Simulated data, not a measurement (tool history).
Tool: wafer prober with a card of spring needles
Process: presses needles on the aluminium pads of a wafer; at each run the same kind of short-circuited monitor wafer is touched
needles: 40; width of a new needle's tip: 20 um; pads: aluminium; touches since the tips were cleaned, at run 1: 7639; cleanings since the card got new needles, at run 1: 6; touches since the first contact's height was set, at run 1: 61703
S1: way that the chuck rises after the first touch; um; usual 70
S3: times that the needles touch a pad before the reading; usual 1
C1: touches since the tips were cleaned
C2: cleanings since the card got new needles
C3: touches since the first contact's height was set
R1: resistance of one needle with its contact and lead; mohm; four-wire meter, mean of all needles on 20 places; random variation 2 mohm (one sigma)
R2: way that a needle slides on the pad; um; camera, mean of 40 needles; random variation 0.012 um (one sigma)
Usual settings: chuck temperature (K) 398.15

Run 1, hour 0: usual settings; C1 7639; C2 6; C3 61703. Result: R1 218 mohm, R2 8.86 um.
At hour 2.5: tips cleaned on abrasive film.
At hour 23.6: tips cleaned on abrasive film.
Run 2, hour 25: usual settings; C1 538; C2 8; C3 71264. Result: R1 217 mohm, R2 8.86 um.
At hour 44.6: tips cleaned on abrasive film.
Run 3, hour 60.7: usual settings but chuck temperature (K) 323.15; C1 6183; C2 9; C3 85013. Result: R1 201 mohm, R2 8.86 um.
At hour 66.8: tips cleaned on abrasive film.
At hour 87.5: tips cleaned on abrasive film.
Run 4, hour 102.1: usual settings; C1 5665; C2 11; C3 100962. Result: R1 218 mohm, R2 8.88 um.
At hour 108.3: tips cleaned on abrasive film.
Run 5, hour 124.4: usual settings; C1 6221; C2 12; C3 109519. Result: R1 221 mohm, R2 8.89 um.
At hour 131.1: tips cleaned on abrasive film.
Run 6, hour 142.3: usual settings; C1 4323; C2 13; C3 116385. Result: R1 222 mohm, R2 8.9 um.
At hour 151.1: tips cleaned on abrasive film.
At hour 171.9: tips cleaned on abrasive film.
Run 7, hour 177.9: usual settings; C1 2307; C2 15; C3 130066. Result: R1 217 mohm, R2 8.89 um.
At hour 193.8: tips cleaned on abrasive film.
Run 8, hour 205.3: usual settings but S3 3; C1 4449; C2 16; C3 140608. Result: R1 219 mohm, R2 8.91 um.
At hour 215.4: tips cleaned on abrasive film.
At hour 235.5: tips cleaned on abrasive film.
Run 9, hour 238.6: usual settings but S3 3; C1 1178; C2 18; C3 153380. Result: R1 217 mohm, R2 8.93 um.
At hour 257.9: tips cleaned on abrasive film.
Run 10, hour 261.1: usual settings but S3 3; C1 1243; C2 19; C3 162059. Result: R1 222 mohm, R2 8.91 um.
At hour 280.3: tips cleaned on abrasive film.
Run 11, hour 286: usual settings but S1 53 um; C1 2201; C2 20; C3 171628. Result: R1 226 mohm, R2 6.74 um.
At hour 302.6: tips cleaned on abrasive film.
At hour 322.5: tips cleaned on abrasive film.
Run 12, hour 326.9: usual settings but S1 52 um; C1 1688; C2 22; C3 187325. Result: R1 225 mohm, R2 6.63 um.
At hour 342.9: tips cleaned on abrasive film.
Run 13, hour 345.1: usual settings but S1 71 um; C1 865; C2 23; C3 194338. Result: R1 220 mohm, R2 9.07 um.
At hour 364.6: tips cleaned on abrasive film.
At hour 380.2: gauge calibrated.
Run 14, hour 380.2: usual settings; C1 6040; C2 24; C3 207850. Result: R1 218 mohm, R2 8.85 um.
At hour 386.5: tips cleaned on abrasive film.
At hour 408.8: tips cleaned on abrasive film.
At hour 409.1: height of the first contact set anew.
Run 15, hour 409.1: usual settings; C1 7; C2 26; C3 7. Result: R1 219 mohm, R2 8.86 um.
At hour 431.6: tips cleaned on abrasive film.
Run 16, hour 439.4: usual settings but chuck temperature (K) 307.15; C1 3018; C2 27; C3 11674. Result: R1 202 mohm, R2 8.87 um.
At hour 451.8: tips cleaned on abrasive film.
At hour 475.1: tips cleaned on abrasive film.
Run 17, hour 475.2: usual settings but chuck temperature (K) 307.15; C1 30; C2 29; C3 25411. Result: R1 197 mohm, R2 8.88 um.
At hour 496.3: tips cleaned on abrasive film.
Run 18, hour 513.7: usual settings but chuck temperature (K) 319.15, S3 2; C1 6751; C2 30; C3 40265. Result: R1 202 mohm, R2 8.88 um.
At hour 517: tips cleaned on abrasive film.
At hour 539: tips cleaned on abrasive film.
Run 19, hour 542.7: usual settings but chuck temperature (K) 319.15, S3 2; C1 1442; C2 32; C3 51388. Result: R1 199 mohm, R2 8.88 um.
At hour 559: tips cleaned on abrasive film.
At hour 580.1: tips cleaned on abrasive film.
Run 20, hour 580.1: usual settings but chuck temperature (K) 319.15, S3 2; C1 0; C2 34; C3 65729. Result: R1 201 mohm, R2 8.9 um.
At hour 600.9: tips cleaned on abrasive film.
Run 21, hour 602.8: usual settings but S1 59 um; C1 714; C2 35; C3 74470. Result: R1 222 mohm, R2 7.5 um.
At hour 624.4: tips cleaned on abrasive film.
Run 22, hour 632.9: usual settings but S3 2; C1 3291; C2 36; C3 86065. Result: R1 218 mohm, R2 8.89 um.
At hour 645.5: tips cleaned on abrasive film.
At hour 665.5: tips cleaned on abrasive film.
Run 23, hour 665.5: usual settings but chuck temperature (K) 349.15, S3 2; C1 0; C2 38; C3 98577. Result: R1 208 mohm, R2 8.9 um.
At hour 687.2: tips cleaned on abrasive film.
Run 24, hour 696.3: usual settings but S1 58 um, chuck temperature (K) 304.15, S3 2; C1 3500; C2 39; C3 110432. Result: R1 200 mohm, R2 7.37 um.
At hour 708.7: tips cleaned on abrasive film.
Run 25, hour 714.1: usual settings but S1 57 um; C1 2097; C2 40; C3 117258. Result: R1 221 mohm, R2 7.28 um.

Forecast run 26:
At hour 729.5: tips cleaned on abrasive film.
Run 26, hour 731: usual settings but S1 54 um, chuck temperature (K) 325.15, S3 2; C1 545; C2 41; C3 123740. Result: R1 ?, R2 ?.

R1: 205 mohm
R2: 6.87 um
Without the tool's hidden state the same run would have given R1 205 mohm, R2 6.81 um.
